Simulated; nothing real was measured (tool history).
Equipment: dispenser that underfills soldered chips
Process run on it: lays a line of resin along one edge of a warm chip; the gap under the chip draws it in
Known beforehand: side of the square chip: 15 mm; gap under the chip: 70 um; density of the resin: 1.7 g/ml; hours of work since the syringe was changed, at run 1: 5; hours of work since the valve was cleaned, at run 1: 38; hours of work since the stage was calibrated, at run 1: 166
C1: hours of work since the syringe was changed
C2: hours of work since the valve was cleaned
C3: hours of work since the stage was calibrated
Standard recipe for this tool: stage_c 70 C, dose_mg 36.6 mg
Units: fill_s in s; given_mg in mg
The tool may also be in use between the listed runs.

{"run": 1, "day": 0.0, "stage_c": 70, "dose_mg": 36.6, "C1": 5, "C2": 38, "C3": 166, "fill_s": 318.8, "given_mg": 36.26}
{"run": 2, "day": 0.225, "stage_c": 70, "dose_mg": 36.6, "C1": 9, "C2": 42, "C3": 170, "fill_s": 402.1, "given_mg": 36.21}
{"day": 0.371, "done": "new syringe of resin"}
{"run": 3, "day": 0.483, "stage_c": 70, "dose_mg": 36.6, "C1": 2, "C2": 46, "C3": 174, "fill_s": 275.5, "given_mg": 36.22}
{"run": 4, "day": 0.642, "stage_c": 70, "dose_mg": 36.6, "C1": 5, "C2": 49, "C3": 177, "fill_s": 321.8, "given_mg": 36.14}
{"run": 5, "day": 0.808, "stage_c": 70, "dose_mg": 36.6, "C1": 7, "C2": 52, "C3": 180, "fill_s": 374.2, "given_mg": 36.2}
{"day": 1.004, "done": "new syringe of resin"}
{"run": 6, "day": 1.042, "stage_c": 70, "dose_mg": 36.6, "C1": 1, "C2": 55, "C3": 183, "fill_s": 261.8, "given_mg": 35.93}
{"run": 7, "day": 1.175, "stage_c": 70, "dose_mg": 36.6, "C1": 3, "C2": 58, "C3": 186, "fill_s": 290.4, "given_mg": 35.95}
{"run": 8, "day": 1.367, "stage_c": 61, "dose_mg": 36.6, "C1": 6, "C2": 61, "C3": 189, "fill_s": 545.3, "given_mg": 36.02}
{"day": 1.65, "done": "new syringe of resin"}
{"run": 9, "day": 1.65, "stage_c": 67, "dose_mg": 36.6, "C1": 0, "C2": 65, "C3": 193, "fill_s": 279.8, "given_mg": 35.99}
{"run": 10, "day": 1.921, "stage_c": 67, "dose_mg": 36.6, "C1": 5, "C2": 70, "C3": 198, "fill_s": 371.2, "given_mg": 35.83}
{"run": 11, "day": 2.179, "stage_c": 70, "dose_mg": 42.8, "C1": 9, "C2": 74, "C3": 202, "fill_s": 387.5, "given_mg": 41.94}
{"day": 2.279, "done": "new syringe of resin"}
{"run": 12, "day": 2.4, "stage_c": 70, "dose_mg": 42.8, "C1": 2, "C2": 78, "C3": 206, "fill_s": 265.2, "given_mg": 41.84}
{"run": 13, "day": 2.583, "stage_c": 70, "dose_mg": 42.8, "C1": 5, "C2": 81, "C3": 209, "fill_s": 322.2, "given_mg": 41.79}
{"run": 14, "day": 2.729, "stage_c": 70, "dose_mg": 42.8, "C1": 8, "C2": 83, "C3": 211, "fill_s": 367.3, "given_mg": 41.73}
{"day": 2.929, "done": "new syringe of resin"}
{"run": 15, "day": 3.012, "stage_c": 70, "dose_mg": 31.4, "C1": 1, "C2": 88, "C3": 216, "fill_s": 286.3, "given_mg": 30.64}
{"run": 16, "day": 3.212, "stage_c": 70, "dose_mg": 36.6, "C1": 5, "C2": 91, "C3": 219, "fill_s": 321.4, "given_mg": 35.71}
{"run": 17, "day": 3.425, "stage_c": 70, "dose_mg": 36.6, "C1": 8, "C2": 95, "C3": 223, "fill_s": 394.9, "given_mg": 35.63}
{"day": 3.562, "done": "new syringe of resin"}
{"run": 18, "day": 3.583, "stage_c": 83, "dose_mg": 34.3, "C1": 0, "C2": 97, "C3": 225, "fill_s": 140.9, "given_mg": 33.33}
{"run": 19, "day": 3.704, "stage_c": 68, "dose_mg": 37.4, "C1": 2, "C2": 99, "C3": 227, "fill_s": 303, "given_mg": 36.46}
{"run": 20, "day": 3.954, "stage_c": 77, "dose_mg": 42.2, "C1": 7, "C2": 103, "C3": 231, "fill_s": 245.4, "given_mg": 40.84}
{"run": 21, "day": 4.092, "stage_c": 76, "dose_mg": 38.6, "C1": 9, "C2": 106, "C3": 234, "fill_s": 296.2, "given_mg": 37.38}
{"day": 4.2, "done": "new syringe of resin"}
{"run": 22, "day": 4.338, "stage_c": 64, "dose_mg": 35.7, "C1": 2, "C2": 110, "C3": 238, "fill_s": 370.6, "given_mg": 34.55}
{"run": 23, "day": 4.567, "stage_c": 77, "dose_mg": 35.7, "C1": 6, "C2": 113, "C3": 241, "fill_s": 251.5, "given_mg": 34.59}
{"run": 24, "day": 4.754, "stage_c": 77, "dose_mg": 35.7, "C1": 9, "C2": 117, "C3": 245, "fill_s": 304.4, "given_mg": 34.43}
{"day": 4.85, "done": "new syringe of resin"}
{"run": 25, "day": 5.004, "stage_c": 58, "dose_mg": 32.8, "C1": 3, "C2": 121, "C3": 249, "fill_s": 530.1, "given_mg": 31.6}
{"run": 26, "day": 5.154, "stage_c": 56, "dose_mg": 33.5, "C1": 5, "C2": 123, "C3": 251, "fill_s": 683.3, "given_mg": 32.3}
{"run": 27, "day": 5.421, "stage_c": 74, "dose_mg": 33.6, "C1": 10, "C2": 128, "C3": 256, "fill_s": 363.4, "given_mg": 32.23}
{"day": 5.488, "done": "new syringe of resin"}
{"run": 28, "day": 5.633, "stage_c": 64, "dose_mg": 43.5, "C1": 2, "C2": 131, "C3": 259, "fill_s": 370.1, "given_mg": 41.83}
{"run": 29, "day": 5.771, "stage_c": 60, "dose_mg": 37.6, "C1": 5, "C2": 133, "C3": 261, "fill_s": 517.4, "given_mg": 36.23}
{"run": 30, "day": 6.004, "stage_c": 67, "dose_mg": 36.6, "C1": 9, "C2": 137, "C3": 265, "fill_s": 473.7, "given_mg": 35.12}
{"day": 6.121, "done": "new syringe of resin"}
{"run": 31, "day": 6.171, "stage_c": 83, "dose_mg": 37.9, "C1": 1, "C2": 140, "C3": 268, "fill_s": 141.5, "given_mg": 36.22}
{"run": 32, "day": 6.371, "stage_c": 64, "dose_mg": 38.8, "C1": 4, "C2": 143, "C3": 271, "fill_s": 404.1, "given_mg": 37.04}
{"run": 33, "day": 6.571, "stage_c": 64, "dose_mg": 38.8, "C1": 8, "C2": 146, "C3": 274, "fill_s": 486.2, "given_mg": 37.07}

What differs in the tool's unlogged condition from the final listed run ahead of each entry between runs to the first listed run following it?
Between runs 2 and 3: new syringe of resin (day 0.371)
  resin's viscosity, % of fresh resin's: 161.3 -> 112.7; dose that the valve gives, % of what is set: 98.89 -> 98.77; true chip temperature over the reading, C: 0.81 -> 0.83
  measured less the result without the state, fill_s: +143.8 -> +22.1 s; given_mg: -0.4 -> -0.45 mg
Between runs 5 and 6: new syringe of resin (day 1.004)
  resin's viscosity, % of fresh resin's: 153.8 -> 103.6; dose that the valve gives, % of what is set: 98.6 -> 98.49; true chip temperature over the reading, C: 0.86 -> 0.88
  measured less the result without the state, fill_s: +121.7 -> -0.7 s; given_mg: -0.51 -> -0.55 mg
Between runs 8 and 9: new syringe of resin (day 1.65)
  resin's viscosity, % of fresh resin's: 141.6 -> 99.5; dose that the valve gives, % of what is set: 98.31 -> 98.18; true chip temperature over the reading, C: 0.91 -> 0.93
  measured less the result without the state, fill_s: +144.2 -> -13 s; given_mg: -0.62 -> -0.66 mg
Between runs 11 and 12: new syringe of resin (day 2.279)
  resin's viscosity, % of fresh resin's: 165.4 -> 112.1; dose that the valve gives, % of what is set: 97.91 -> 97.81; true chip temperature over the reading, C: 0.98 -> 0.99
  measured less the result without the state, fill_s: +142.9 -> +18 s; given_mg: -0.9 -> -0.94 mg
Between runs 14 and 15: new syringe of resin (day 2.929)
  resin's viscosity, % of fresh resin's: 154.3 -> 108.5; dose that the valve gives, % of what is set: 97.62 -> 97.49; true chip temperature over the reading, C: 1.02 -> 1.05
  measured less the result without the state, fill_s: +118.1 -> +12.3 s; given_mg: -1.02 -> -0.79 mg
Between runs 17 and 18: new syringe of resin (day 3.562)
  resin's viscosity, % of fresh resin's: 162 -> 100.2; dose that the valve gives, % of what is set: 97.28 -> 97.21; true chip temperature over the reading, C: 1.08 -> 1.09
  measured less the result without the state, fill_s: +140.2 -> -5.2 s; given_mg: -1 -> -0.96 mg
Between runs 21 and 22: new syringe of resin (day 4.2)
  resin's viscosity, % of fresh resin's: 163.5 -> 114.6; dose that the valve gives, % of what is set: 96.94 -> 96.82; true chip temperature over the reading, C: 1.13 -> 1.15
  measured less the result without the state, fill_s: +106.9 -> +31.6 s; given_mg: -1.17 -> -1.13 mg
Between runs 24 and 25: new syringe of resin (day 4.85)
  resin's viscosity, % of fresh resin's: 171.4 -> 118.5; dose that the valve gives, % of what is set: 96.6 -> 96.47; true chip temperature over the reading, C: 1.19 -> 1.21
  measured less the result without the state, fill_s: +118.8 -> +61.3 s; given_mg: -1.21 -> -1.16 mg
Between runs 27 and 28: new syringe of resin (day 5.488)
  resin's viscosity, % of fresh resin's: 177.1 -> 116.2; dose that the valve gives, % of what is set: 96.27 -> 96.17; true chip temperature over the reading, C: 1.24 -> 1.26
  measured less the result without the state, fill_s: +149.1 -> +32.9 s; given_mg: -1.25 -> -1.66 mg
Between runs 30 and 31: new syringe of resin (day 6.121)
  resin's viscosity, % of fresh resin's: 166.7 -> 104.9; dose that the valve gives, % of what is set: 95.97 -> 95.9; true chip temperature over the reading, C: 1.29 -> 1.31
  measured less the result without the state, fill_s: +174.4 -> +0 s; given_mg: -1.47 -> -1.55 mg
